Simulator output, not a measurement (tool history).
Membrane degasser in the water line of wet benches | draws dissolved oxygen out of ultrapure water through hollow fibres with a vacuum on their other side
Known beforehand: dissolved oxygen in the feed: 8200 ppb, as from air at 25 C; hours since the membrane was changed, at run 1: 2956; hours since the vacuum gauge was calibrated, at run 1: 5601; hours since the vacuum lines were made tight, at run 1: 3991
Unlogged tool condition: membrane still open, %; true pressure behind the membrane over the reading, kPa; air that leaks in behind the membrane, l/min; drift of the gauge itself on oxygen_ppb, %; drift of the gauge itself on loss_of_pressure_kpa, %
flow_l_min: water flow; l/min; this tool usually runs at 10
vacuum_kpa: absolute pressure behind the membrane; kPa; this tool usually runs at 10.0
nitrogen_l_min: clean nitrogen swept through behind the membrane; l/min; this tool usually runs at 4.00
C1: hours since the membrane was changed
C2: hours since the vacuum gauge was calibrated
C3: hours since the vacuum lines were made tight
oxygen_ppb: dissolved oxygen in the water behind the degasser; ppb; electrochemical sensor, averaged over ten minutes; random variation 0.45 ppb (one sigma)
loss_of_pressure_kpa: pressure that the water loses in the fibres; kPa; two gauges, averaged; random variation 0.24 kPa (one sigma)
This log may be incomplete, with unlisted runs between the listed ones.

{"run": 1, "hour": 0.0, "flow_l_min": 10, "vacuum_kpa": 10.0, "nitrogen_l_min": 4.0, "C1": 2956, "C2": 5601, "C3": 3991, "oxygen_ppb": 49.4, "loss_of_pressure_kpa": 62.93}
{"run": 2, "hour": 45.7, "flow_l_min": 10, "vacuum_kpa": 10.8, "nitrogen_l_min": 4.0, "C1": 3002, "C2": 5646, "C3": 4037, "oxygen_ppb": 54.8, "loss_of_pressure_kpa": 63.2}
{"run": 3, "hour": 83.8, "flow_l_min": 10, "vacuum_kpa": 10.8, "nitrogen_l_min": 4.0, "C1": 3040, "C2": 5684, "C3": 4075, "oxygen_ppb": 54.6, "loss_of_pressure_kpa": 63.2}
{"run": 4, "hour": 121.3, "flow_l_min": 10, "vacuum_kpa": 10.0, "nitrogen_l_min": 4.0, "C1": 3078, "C2": 5722, "C3": 4112, "oxygen_ppb": 49.5, "loss_of_pressure_kpa": 63.33}
{"run": 5, "hour": 180.9, "flow_l_min": 10, "vacuum_kpa": 6.9, "nitrogen_l_min": 4.0, "C1": 3137, "C2": 5782, "C3": 4172, "oxygen_ppb": 29.9, "loss_of_pressure_kpa": 63.28}
{"hour": 189.3, "done": "vacuum gauge calibrated"}
{"run": 6, "hour": 229.8, "flow_l_min": 10, "vacuum_kpa": 6.9, "nitrogen_l_min": 4.0, "C1": 3186, "C2": 40, "C3": 4220, "oxygen_ppb": 31.1, "loss_of_pressure_kpa": 63.08}
{"run": 7, "hour": 279.0, "flow_l_min": 9, "vacuum_kpa": 10.0, "nitrogen_l_min": 2.01, "C1": 3235, "C2": 90, "C3": 4270, "oxygen_ppb": 83.6, "loss_of_pressure_kpa": 57.24}
{"run": 8, "hour": 315.2, "flow_l_min": 10, "vacuum_kpa": 6.3, "nitrogen_l_min": 4.61, "C1": 3271, "C2": 126, "C3": 4306, "oxygen_ppb": 23.9, "loss_of_pressure_kpa": 62.96}
{"run": 9, "hour": 387.4, "flow_l_min": 10, "vacuum_kpa": 6.3, "nitrogen_l_min": 4.61, "C1": 3343, "C2": 198, "C3": 4378, "oxygen_ppb": 24.0, "loss_of_pressure_kpa": 62.9}
{"run": 10, "hour": 432.8, "flow_l_min": 15, "vacuum_kpa": 12.7, "nitrogen_l_min": 4.0, "C1": 3389, "C2": 243, "C3": 4423, "oxygen_ppb": 120.6, "loss_of_pressure_kpa": 95.3}
{"run": 11, "hour": 505.7, "flow_l_min": 8, "vacuum_kpa": 10.0, "nitrogen_l_min": 4.0, "C1": 3461, "C2": 316, "C3": 4496, "oxygen_ppb": 38.1, "loss_of_pressure_kpa": 50.34}
{"run": 12, "hour": 590.7, "flow_l_min": 8, "vacuum_kpa": 10.0, "nitrogen_l_min": 4.0, "C1": 3546, "C2": 401, "C3": 4581, "oxygen_ppb": 39.3, "loss_of_pressure_kpa": 50.97}

Below are 5 alternative next runs, each starting from the tool's condition after run 12. Predict each:
{"hour": 640.8, "done": "vacuum gauge calibrated, once more"}
{"run": "A", "hour": 640.8, "flow_l_min": 7, "vacuum_kpa": 10.0, "nitrogen_l_min": 6.4, "C1": 3596, "C2": 0, "C3": 4631, "oxygen_ppb": "?", "loss_of_pressure_kpa": "?"}
{"hour": 640.8, "done": "vacuum gauge calibrated, once more"}
{"run": "B", "hour": 640.8, "flow_l_min": 13, "vacuum_kpa": 9.7, "nitrogen_l_min": 7.0, "C1": 3596, "C2": 0, "C3": 4631, "oxygen_ppb": "?", "loss_of_pressure_kpa": "?"}
{"hour": 640.8, "done": "vacuum gauge calibrated, once more"}
{"run": "C", "hour": 640.8, "flow_l_min": 10, "vacuum_kpa": 10.0, "nitrogen_l_min": 2.53, "C1": 3596, "C2": 0, "C3": 4631, "oxygen_ppb": "?", "loss_of_pressure_kpa": "?"}
{"hour": 640.8, "done": "vacuum gauge calibrated, once more"}
{"run": "D", "hour": 640.8, "flow_l_min": 9, "vacuum_kpa": 10.0, "nitrogen_l_min": 4.0, "C1": 3596, "C2": 0, "C3": 4631, "oxygen_ppb": "?", "loss_of_pressure_kpa": "?"}
{"hour": 640.8, "done": "vacuum gauge calibrated, once more"}
{"run": "E", "hour": 640.8, "flow_l_min": 14, "vacuum_kpa": 10.0, "nitrogen_l_min": 4.0, "C1": 3596, "C2": 0, "C3": 4631, "oxygen_ppb": "?", "loss_of_pressure_kpa": "?"}

run=A oxygen_ppb=20.2 loss_of_pressure_kpa=44.23
run=B oxygen_ppb=48.0 loss_of_pressure_kpa=82.31
run=C oxygen_ppb=74.0 loss_of_pressure_kpa=62.87
run=D oxygen_ppb=41.8 loss_of_pressure_kpa=57.12
run=E oxygen_ppb=83.8 loss_of_pressure_kpa=88.54
Without the tool's unlogged condition, the same runs would have read:
run=A oxygen_ppb=18.9 loss_of_pressure_kpa=43.50
run=B oxygen_ppb=45.3 loss_of_pressure_kpa=80.96
run=C oxygen_ppb=70.6 loss_of_pressure_kpa=61.83
run=D oxygen_ppb=39.6 loss_of_pressure_kpa=56.18
run=E oxygen_ppb=79.8 loss_of_pressure_kpa=87.09
